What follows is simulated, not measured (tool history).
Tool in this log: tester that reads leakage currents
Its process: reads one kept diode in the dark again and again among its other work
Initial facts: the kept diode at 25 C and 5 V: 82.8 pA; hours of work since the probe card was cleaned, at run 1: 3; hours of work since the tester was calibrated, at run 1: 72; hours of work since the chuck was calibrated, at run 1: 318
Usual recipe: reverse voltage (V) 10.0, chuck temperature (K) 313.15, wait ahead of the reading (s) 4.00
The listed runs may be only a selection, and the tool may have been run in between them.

run,day,reverse voltage (V),chuck temperature (K),wait ahead of the reading (s),hours of work since the probe card was cleaned,hours of work since the tester was calibrated,hours of work since the chuck was calibrated,current that the tester gives (pA)
1,0.000,10.0,313.15,4.00,3,72,318,485.02
2,0.825,10.0,313.15,4.00,19,88,334,487.61
3,2.183,10.0,313.15,4.00,45,114,360,486.62
4,3.454,10.0,313.15,4.00,69,138,384,487.19
5,5.192,10.0,313.15,4.00,102,171,417,488.98
6,6.938,10.0,313.15,4.00,135,204,451,490.27
7,8.271,10.0,313.15,4.00,161,230,476,488.26
8,10.012,10.0,313.15,4.00,194,263,509,490.26
9,11.462,1.9,313.15,4.00,222,291,537,194.59
10,12.512,1.9,313.15,4.00,242,311,557,194.06
11,13.588,1.9,313.15,4.00,262,331,577,194.95
12,14.571,10.0,313.15,4.00,281,350,596,494.30
# day 14.842: probe card cleaned and baked
13,16.183,10.0,313.15,4.00,26,378,625,497.78
14,17.792,10.0,313.15,4.00,56,409,655,499.79
15,19.029,10.0,327.15,4.00,80,433,679,1560.40
16,20.158,10.0,327.15,4.00,101,454,700,1551.31
# day 20.579: probe card cleaned and baked, once more
17,21.750,10.0,313.15,4.00,22,482,728,496.77
18,22.575,10.0,313.15,4.00,38,498,744,496.94
19,24.433,10.0,327.15,4.00,74,533,780,1559.17
20,25.442,10.0,327.15,4.00,93,553,799,1563.94
21,26.650,10.0,327.15,4.00,116,576,822,1558.79
22,27.933,3.5,299.15,4.00,140,600,846,80.44
23,29.233,15.3,330.15,5.14,165,625,871,2519.59
24,31.067,1.2,330.15,0.39,200,660,906,610.68
25,32.204,7.4,333.15,7.04,222,682,928,2120.53
26,33.733,1.8,315.15,0.95,251,711,957,230.06
27,34.788,10.0,296.15,0.33,271,731,977,121.25
28,36.625,10.0,296.15,0.33,306,766,1012,122.42
29,37.779,11.8,296.15,4.00,328,788,1034,124.13
30,39.742,11.8,296.15,4.00,366,825,1072,124.36
31,41.025,5.7,312.15,0.66,390,850,1096,343.06
32,41.988,2.6,310.15,0.64,409,868,1115,186.22
33,43.638,2.6,310.15,0.64,440,900,1146,186.83
34,45.221,2.6,311.15,1.53,470,930,1176,202.86
35,46.667,5.1,301.15,8.63,498,958,1204,123.43
36,48.250,5.1,301.15,7.61,528,988,1234,123.51

What does the tool deliver on the next run?
37,49.233,5.1,301.15,7.61,547,1007,1253,?

{"run 37": {"current that the tester gives (pA)": 123.6}}
Minus the tool's unlogged condition, the same run would have read current that the tester gives (pA) 111.08.
